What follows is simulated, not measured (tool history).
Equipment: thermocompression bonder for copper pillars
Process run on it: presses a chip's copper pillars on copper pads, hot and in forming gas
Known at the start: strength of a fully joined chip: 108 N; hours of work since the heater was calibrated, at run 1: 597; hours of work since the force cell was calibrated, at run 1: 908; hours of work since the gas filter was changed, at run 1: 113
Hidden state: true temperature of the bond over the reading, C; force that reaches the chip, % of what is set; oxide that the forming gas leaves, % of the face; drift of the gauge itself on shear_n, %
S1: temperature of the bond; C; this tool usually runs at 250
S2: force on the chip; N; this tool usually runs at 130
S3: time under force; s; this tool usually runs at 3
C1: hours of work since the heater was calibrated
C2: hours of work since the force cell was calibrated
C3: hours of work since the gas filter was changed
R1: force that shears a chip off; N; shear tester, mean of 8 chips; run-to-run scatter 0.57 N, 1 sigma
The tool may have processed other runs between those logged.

run 1 day=0 | S1=250 S2=130 S3=3 | C1=597 C2=908 C3=113 | R1=53
run 2 day=2.225 | S1=250 S2=130 S3=3 | C1=634 C2=945 C3=150 | R1=51.4
run 3 day=5.446 | S1=228 S2=130 S3=3 | C1=688 C2=999 C3=204 | R1=38.3
run 4 day=6.933 | S1=228 S2=130 S3=4 | C1=713 C2=1024 C3=229 | R1=42.5
-- day=7.846 force cell calibrated
run 5 day=9.983 | S1=228 S2=130 S3=4 | C1=763 C2=36 C3=279 | R1=42.9
run 6 day=12.3 | S1=250 S2=130 S3=3 | C1=802 C2=75 C3=318 | R1=52
run 7 day=14.358 | S1=274 S2=130 S3=3 | C1=837 C2=109 C3=353 | R1=66.1
run 8 day=17.462 | S1=250 S2=130 S3=8 | C1=889 C2=161 C3=405 | R1=69.8
-- day=19.658 forming gas filter changed
run 9 day=20.671 | S1=250 S2=130 S3=3 | C1=942 C2=215 C3=17 | R1=51.9
run 10 day=24.054 | S1=250 S2=130 S3=3 | C1=999 C2=272 C3=74 | R1=51.9
run 11 day=26.15 | S1=250 S2=130 S3=3 | C1=1034 C2=307 C3=109 | R1=51.5
run 12 day=29.492 | S1=250 S2=156 S3=3 | C1=1090 C2=363 C3=165 | R1=57.6
run 13 day=32.575 | S1=250 S2=156 S3=3 | C1=1142 C2=414 C3=217 | R1=56.4
run 14 day=35.629 | S1=250 S2=156 S3=3 | C1=1193 C2=466 C3=268 | R1=55.8
run 15 day=38.529 | S1=279 S2=130 S3=3 | C1=1242 C2=514 C3=317 | R1=66.5
run 16 day=41.071 | S1=279 S2=130 S3=3 | C1=1284 C2=557 C3=359 | R1=65
run 17 day=42.933 | S1=279 S2=162 S3=8 | C1=1315 C2=588 C3=390 | R1=90.5
-- day=46.254 forming gas filter changed
run 18 day=46.383 | S1=250 S2=130 S3=8 | C1=1373 C2=646 C3=2 | R1=68.2
-- day=47.404 heater calibrated with a thermocouple chip
run 19 day=48.617 | S1=233 S2=78 S3=3 | C1=20 C2=682 C3=38 | R1=30.5
run 20 day=50.421 | S1=233 S2=78 S3=3 | C1=51 C2=712 C3=68 | R1=29.9
run 21 day=53.438 | S1=221 S2=185 S3=2 | C1=101 C2=763 C3=119 | R1=43.8
run 22 day=56.067 | S1=221 S2=185 S3=2 | C1=145 C2=807 C3=163 | R1=43.4
run 23 day=58.171 | S1=225 S2=130 S3=7 | C1=181 C2=842 C3=198 | R1=54.2
run 24 day=60.55 | S1=236 S2=153 S3=7 | C1=220 C2=882 C3=238 | R1=67.6
run 25 day=62.317 | S1=223 S2=130 S3=3 | C1=250 C2=912 C3=268 | R1=38
run 26 day=65.442 | S1=230 S2=85 S3=3 | C1=303 C2=964 C3=320 | R1=29.8
run 27 day=67 | S1=250 S2=111 S3=3 | C1=329 C2=990 C3=347 | R1=48.2
run 28 day=68.696 | S1=250 S2=111 S3=3 | C1=357 C2=1019 C3=375 | R1=47.1
-- day=70.004 force cell calibrated
run 29 day=71.325 | S1=242 S2=130 S3=3 | C1=400 C2=22 C3=418 | R1=49.6

What differs in the tool's unlogged condition from the final listed run ahead of each entry between runs to the first listed run following it?
Runs 4 to 5: force cell calibrated (day 7.846)
  true temperature of the bond over the reading, C: -6 -> -6.5; force that reaches the chip, % of what is set: 94.7 -> 99.7; oxide that the forming gas leaves, % of the face: 2.58 -> 3.01
  measured result minus the result with no hidden state, R1: -6.6 -> -5.3 N
Runs 8 to 9: forming gas filter changed (day 19.658)
  true temperature of the bond over the reading, C: -7.5 -> -8; force that reaches the chip, % of what is set: 99.1 -> 98.8; oxide that the forming gas leaves, % of the face: 4.04 -> 0.81
  measured result minus the result with no hidden state, R1: -7.8 -> -5.6 N
Runs 17 to 18: forming gas filter changed (day 46.254)
  true temperature of the bond over the reading, C: -11.1 -> -11.5; force that reaches the chip, % of what is set: 97 -> 96.7; oxide that the forming gas leaves, % of the face: 3.98 -> 0.56
  measured result minus the result with no hidden state, R1: -8.3 -> -9 N
Runs 18 to 19: heater calibrated with a thermocouple chip (day 47.404)
  true temperature of the bond over the reading, C: -11.5 -> 0.7; force that reaches the chip, % of what is set: 96.7 -> 96.5; oxide that the forming gas leaves, % of the face: 0.56 -> 0.89
  measured result minus the result with no hidden state, R1: -9 -> -0.8 N
Runs 28 to 29: force cell calibrated (day 70.004)
  true temperature of the bond over the reading, C: -2.1 -> -2.4; force that reaches the chip, % of what is set: 94.9 -> 99.5; oxide that the forming gas leaves, % of the face: 3.78 -> 4.15
  measured result minus the result with no hidden state, R1: -4.8 -> -3.6 N
